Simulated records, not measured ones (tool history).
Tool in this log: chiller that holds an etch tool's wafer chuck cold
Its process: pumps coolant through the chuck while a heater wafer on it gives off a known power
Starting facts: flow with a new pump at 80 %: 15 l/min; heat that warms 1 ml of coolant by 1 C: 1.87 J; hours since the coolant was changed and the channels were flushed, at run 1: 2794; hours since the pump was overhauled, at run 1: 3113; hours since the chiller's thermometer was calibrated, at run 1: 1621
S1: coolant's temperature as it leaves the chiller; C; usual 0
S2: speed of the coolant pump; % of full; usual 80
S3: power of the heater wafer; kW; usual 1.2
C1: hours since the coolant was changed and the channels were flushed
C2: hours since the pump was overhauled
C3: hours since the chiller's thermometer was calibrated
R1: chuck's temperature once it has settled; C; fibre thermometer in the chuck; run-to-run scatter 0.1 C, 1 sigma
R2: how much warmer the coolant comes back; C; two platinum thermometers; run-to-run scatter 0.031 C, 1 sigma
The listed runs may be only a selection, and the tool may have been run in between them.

{"run": 1, "hour": 0.0, "S1": 0, "S2": 80, "S3": 1.2, "C1": 2794, "C2": 3113, "C3": 1621, "R1": 11.6, "R2": 2.79}
{"run": 2, "hour": 80.4, "S1": 0, "S2": 80, "S3": 1.2, "C1": 2874, "C2": 3194, "C3": 1702, "R1": 11.5, "R2": 2.79}
{"run": 3, "hour": 126.2, "S1": 0, "S2": 80, "S3": 0.884, "C1": 2920, "C2": 3239, "C3": 1748, "R1": 8.6, "R2": 2.06}
{"run": 4, "hour": 230.9, "S1": 0, "S2": 80, "S3": 1.2, "C1": 3025, "C2": 3344, "C3": 1852, "R1": 11.6, "R2": 2.72}
{"run": 5, "hour": 301.2, "S1": 0, "S2": 80, "S3": 1.2, "C1": 3095, "C2": 3415, "C3": 1923, "R1": 11.6, "R2": 2.81}
{"run": 6, "hour": 395.5, "S1": -3, "S2": 80, "S3": 1.2, "C1": 3189, "C2": 3509, "C3": 2017, "R1": 8.8, "R2": 2.77}
{"run": 7, "hour": 493.7, "S1": -3, "S2": 80, "S3": 1.2, "C1": 3287, "C2": 3607, "C3": 2115, "R1": 8.8, "R2": 2.9}
{"run": 8, "hour": 576.7, "S1": -3, "S2": 80, "S3": 1.2, "C1": 3370, "C2": 3690, "C3": 2198, "R1": 8.8, "R2": 2.84}
{"run": 9, "hour": 665.8, "S1": -3, "S2": 80, "S3": 1.2, "C1": 3459, "C2": 3779, "C3": 2287, "R1": 9, "R2": 2.76}
{"run": 10, "hour": 732.4, "S1": -3, "S2": 80, "S3": 1.2, "C1": 3526, "C2": 3846, "C3": 2354, "R1": 8.9, "R2": 2.87}
{"run": 11, "hour": 839.3, "S1": 0, "S2": 71, "S3": 1.2, "C1": 3633, "C2": 3953, "C3": 2461, "R1": 13.6, "R2": 3.2}
{"run": 12, "hour": 885.2, "S1": 0, "S2": 71, "S3": 0.656, "C1": 3679, "C2": 3999, "C3": 2507, "R1": 7.7, "R2": 1.74}
{"run": 13, "hour": 989.8, "S1": 0, "S2": 71, "S3": 0.656, "C1": 3784, "C2": 4103, "C3": 2611, "R1": 7.6, "R2": 1.81}
{"run": 14, "hour": 1041.0, "S1": 0, "S2": 81, "S3": 1.2, "C1": 3835, "C2": 4154, "C3": 2662, "R1": 12.1, "R2": 2.85}
{"run": 15, "hour": 1139.2, "S1": 0, "S2": 81, "S3": 1.2, "C1": 3933, "C2": 4252, "C3": 2761, "R1": 12, "R2": 2.86}
{"hour": 1161.5, "done": "coolant pump overhauled"}
{"run": 16, "hour": 1202.9, "S1": 0, "S2": 81, "S3": 1.2, "C1": 3992, "C2": 41, "C3": 2819, "R1": 13.2, "R2": 3.1}
{"run": 17, "hour": 1299.3, "S1": -9, "S2": 69, "S3": 1.398, "C1": 4088, "C2": 138, "C3": 2916, "R1": 8.7, "R2": 4.25}
{"run": 18, "hour": 1387.5, "S1": 2, "S2": 70, "S3": 1.2, "C1": 4176, "C2": 226, "C3": 3004, "R1": 17.1, "R2": 3.64}
{"run": 19, "hour": 1456.9, "S1": -7, "S2": 72, "S3": 1.169, "C1": 4246, "C2": 295, "C3": 3073, "R1": 7.5, "R2": 3.43}
{"run": 20, "hour": 1536.3, "S1": 8, "S2": 72, "S3": 0.64, "C1": 4325, "C2": 375, "C3": 3153, "R1": 16.4, "R2": 1.89}
{"run": 21, "hour": 1644.2, "S1": -4, "S2": 82, "S3": 1.33, "C1": 4433, "C2": 483, "C3": 3261, "R1": 10.7, "R2": 3.44}
{"run": 22, "hour": 1725.4, "S1": -9, "S2": 90, "S3": 1.33, "C1": 4514, "C2": 564, "C3": 3342, "R1": 4.6, "R2": 3.14}
{"hour": 1794.0, "done": "coolant changed, channels flushed"}
{"run": 23, "hour": 1801.0, "S1": -9, "S2": 90, "S3": 1.33, "C1": 7, "C2": 633, "C3": 3411, "R1": 3.5, "R2": 3.12}
{"hour": 1827.3, "done": "coolant pump overhauled, once more"}
{"run": 24, "hour": 1913.9, "S1": -9, "S2": 90, "S3": 1.33, "C1": 115, "C2": 87, "C3": 3519, "R1": 1.5, "R2": 2.52}
{"run": 25, "hour": 2012.0, "S1": 9, "S2": 69, "S3": 0.617, "C1": 213, "C2": 185, "C3": 3617, "R1": 15.7, "R2": 1.58}
{"run": 26, "hour": 2083.2, "S1": -4, "S2": 69, "S3": 0.916, "C1": 284, "C2": 256, "C3": 3689, "R1": 5.6, "R2": 2.32}
{"run": 27, "hour": 2147.4, "S1": -4, "S2": 69, "S3": 0.916, "C1": 348, "C2": 320, "C3": 3753, "R1": 5.6, "R2": 2.33}
{"run": 28, "hour": 2257.0, "S1": 7, "S2": 80, "S3": 1.165, "C1": 458, "C2": 430, "C3": 3862, "R1": 17.6, "R2": 2.49}
{"run": 29, "hour": 2332.6, "S1": 7, "S2": 80, "S3": 1.165, "C1": 534, "C2": 505, "C3": 3938, "R1": 17.7, "R2": 2.55}
{"run": 30, "hour": 2403.1, "S1": 1, "S2": 69, "S3": 1.2, "C1": 604, "C2": 576, "C3": 4009, "R1": 13.2, "R2": 3.04}
{"run": 31, "hour": 2451.5, "S1": 1, "S2": 69, "S3": 0.769, "C1": 652, "C2": 624, "C3": 4057, "R1": 9.4, "R2": 1.93}
{"run": 32, "hour": 2526.9, "S1": 0, "S2": 73, "S3": 1.193, "C1": 728, "C2": 700, "C3": 4132, "R1": 11.8, "R2": 2.84}

What differs in the tool's unlogged condition from the final listed run ahead of each entry between runs to the first listed run following it?
Between runs 15 and 16: coolant pump overhauled (hour 1161.5)
  heat passed by the chuck's channels, % of clean ones': 91.3 -> 91.2; flow at a given pump speed, % of a new pump's: 89.4 -> 82; coolant's true temperature over the reading, C: 0.7 -> 0.71
  measured value less the no-hidden-state value, R1: +2.6 -> +3.6 C; R2: +0.3 -> +0.55 C
Between runs 22 and 23: coolant changed, channels flushed (hour 1794)
  heat passed by the chuck's channels, % of clean ones': 90 -> 99.7; flow at a given pump speed, % of a new pump's: 80.7 -> 80.5; coolant's true temperature over the reading, C: 0.85 -> 0.86
  measured value less the no-hidden-state value, R1: +4 -> +3 C; R2: +0.6 -> +0.61 C
Between runs 23 and 24: coolant pump overhauled, once more (hour 1827.3)
  heat passed by the chuck's channels, % of clean ones': 99.7 -> 99.4; flow at a given pump speed, % of a new pump's: 80.5 -> 100.4; coolant's true temperature over the reading, C: 0.86 -> 0.89
  measured value less the no-hidden-state value, R1: +3 -> +0.9 C; R2: +0.61 -> -0.01 C
